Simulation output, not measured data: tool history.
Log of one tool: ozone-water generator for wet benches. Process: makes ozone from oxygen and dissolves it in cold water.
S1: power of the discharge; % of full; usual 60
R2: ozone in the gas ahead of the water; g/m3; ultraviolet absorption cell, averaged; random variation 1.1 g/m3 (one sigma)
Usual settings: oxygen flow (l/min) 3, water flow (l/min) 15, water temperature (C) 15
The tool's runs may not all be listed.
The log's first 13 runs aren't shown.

{"run": 14, "day": 39.2, "S1": 94, "oxygen flow (l/min)": 3, "water flow (l/min)": 15, "water temperature (C)": 15, "dissolved ozone (ppm)": 23.6, "R2": 232.4}
{"run": 15, "day": 41.967, "S1": 60, "oxygen flow (l/min)": 5.1, "water flow (l/min)": 15, "water temperature (C)": 15, "dissolved ozone (ppm)": 19.1, "R2": 139.8}
{"run": 16, "day": 44.579, "S1": 96, "oxygen flow (l/min)": 3, "water flow (l/min)": 15, "water temperature (C)": 15, "dissolved ozone (ppm)": 23.7, "R2": 233}
{"run": 17, "day": 47.329, "S1": 96, "oxygen flow (l/min)": 3, "water flow (l/min)": 15, "water temperature (C)": 15, "dissolved ozone (ppm)": 23.7, "R2": 234.1}
{"run": 18, "day": 50.217, "S1": 62, "oxygen flow (l/min)": 3.83, "water flow (l/min)": 15, "water temperature (C)": 15, "dissolved ozone (ppm)": 18.2, "R2": 154.7}
{"run": 19, "day": 53.175, "S1": 70, "oxygen flow (l/min)": 2.71, "water flow (l/min)": 15, "water temperature (C)": 15, "dissolved ozone (ppm)": 18, "R2": 188.2}
{"day": 56.908, "done": "contactor cleaned, once more"}
{"run": 20, "day": 57.696, "S1": 41, "oxygen flow (l/min)": 5.03, "water flow (l/min)": 12, "water temperature (C)": 11, "dissolved ozone (ppm)": 18.4, "R2": 103.2}
{"run": 21, "day": 60.188, "S1": 41, "oxygen flow (l/min)": 5.03, "water flow (l/min)": 12, "water temperature (C)": 11, "dissolved ozone (ppm)": 18.4, "R2": 103.4}
{"run": 22, "day": 62.017, "S1": 48, "oxygen flow (l/min)": 3, "water flow (l/min)": 15, "water temperature (C)": 10, "dissolved ozone (ppm)": 15.5, "R2": 135.3}
{"run": 23, "day": 64.45, "S1": 60, "oxygen flow (l/min)": 3.08, "water flow (l/min)": 15, "water temperature (C)": 8, "dissolved ozone (ppm)": 18.6, "R2": 157.8}
{"run": 24, "day": 67.375, "S1": 60, "oxygen flow (l/min)": 3.08, "water flow (l/min)": 15, "water temperature (C)": 8, "dissolved ozone (ppm)": 18.5, "R2": 158.3}
{"run": 25, "day": 70.517, "S1": 60, "oxygen flow (l/min)": 3, "water flow (l/min)": 20, "water temperature (C)": 21, "dissolved ozone (ppm)": 12, "R2": 160.6}
{"run": 26, "day": 74.667, "S1": 60, "oxygen flow (l/min)": 3, "water flow (l/min)": 20, "water temperature (C)": 21, "dissolved ozone (ppm)": 11.9, "R2": 159.9}
{"run": 27, "day": 77.767, "S1": 60, "oxygen flow (l/min)": 3, "water flow (l/min)": 20, "water temperature (C)": 21, "dissolved ozone (ppm)": 11.9, "R2": 161}
{"run": 28, "day": 80.996, "S1": 60, "oxygen flow (l/min)": 3, "water flow (l/min)": 20, "water temperature (C)": 21, "dissolved ozone (ppm)": 11.6, "R2": 160.3}
{"run": 29, "day": 84.954, "S1": 60, "oxygen flow (l/min)": 3, "water flow (l/min)": 20, "water temperature (C)": 15, "dissolved ozone (ppm)": 12.7, "R2": 157.9}
{"run": 30, "day": 89.046, "S1": 60, "oxygen flow (l/min)": 3, "water flow (l/min)": 18, "water temperature (C)": 15, "dissolved ozone (ppm)": 13.9, "R2": 160.3}
{"run": 31, "day": 91.975, "S1": 60, "oxygen flow (l/min)": 3, "water flow (l/min)": 18, "water temperature (C)": 15, "dissolved ozone (ppm)": 13.8, "R2": 156.4}
{"run": 32, "day": 94.5, "S1": 60, "oxygen flow (l/min)": 3, "water flow (l/min)": 18, "water temperature (C)": 15, "dissolved ozone (ppm)": 13.8, "R2": 159}
{"run": 33, "day": 96.896, "S1": 60, "oxygen flow (l/min)": 3, "water flow (l/min)": 18, "water temperature (C)": 15, "dissolved ozone (ppm)": 13.7, "R2": 157.2}

4 ways to go on from here, each from the tool as it stands after run 33. What would each give?
{"run": "A", "day": 99.762, "S1": 91, "oxygen flow (l/min)": 2.09, "water flow (l/min)": 15, "water temperature (C)": 15, "dissolved ozone (ppm)": "?", "R2": "?"}
{"run": "B", "day": 99.762, "S1": 60, "oxygen flow (l/min)": 1.79, "water flow (l/min)": 15, "water temperature (C)": 11, "dissolved ozone (ppm)": "?", "R2": "?"}
{"run": "C", "day": 99.762, "S1": 60, "oxygen flow (l/min)": 4.87, "water flow (l/min)": 10, "water temperature (C)": 15, "dissolved ozone (ppm)": "?", "R2": "?"}
{"run": "D", "day": 99.762, "S1": 76, "oxygen flow (l/min)": 3, "water flow (l/min)": 14, "water temperature (C)": 11, "dissolved ozone (ppm)": "?", "R2": "?"}

run=A dissolved_ozone_(ppm)=19.6 R2=237.2
run=B dissolved_ozone_(ppm)=14.2 R2=185.4
run=C dissolved_ozone_(ppm)=24.7 R2=134.9
run=D dissolved_ozone_(ppm)=21.6 R2=187.2
Without the tool's hidden state the same runs would have given:
run=A dissolved_ozone_(ppm)=25.2 R2=302.6
run=B dissolved_ozone_(ppm)=17.1 R2=221
run=C dissolved_ozone_(ppm)=29.7 R2=161
run=D dissolved_ozone_(ppm)=27.1 R2=231.9
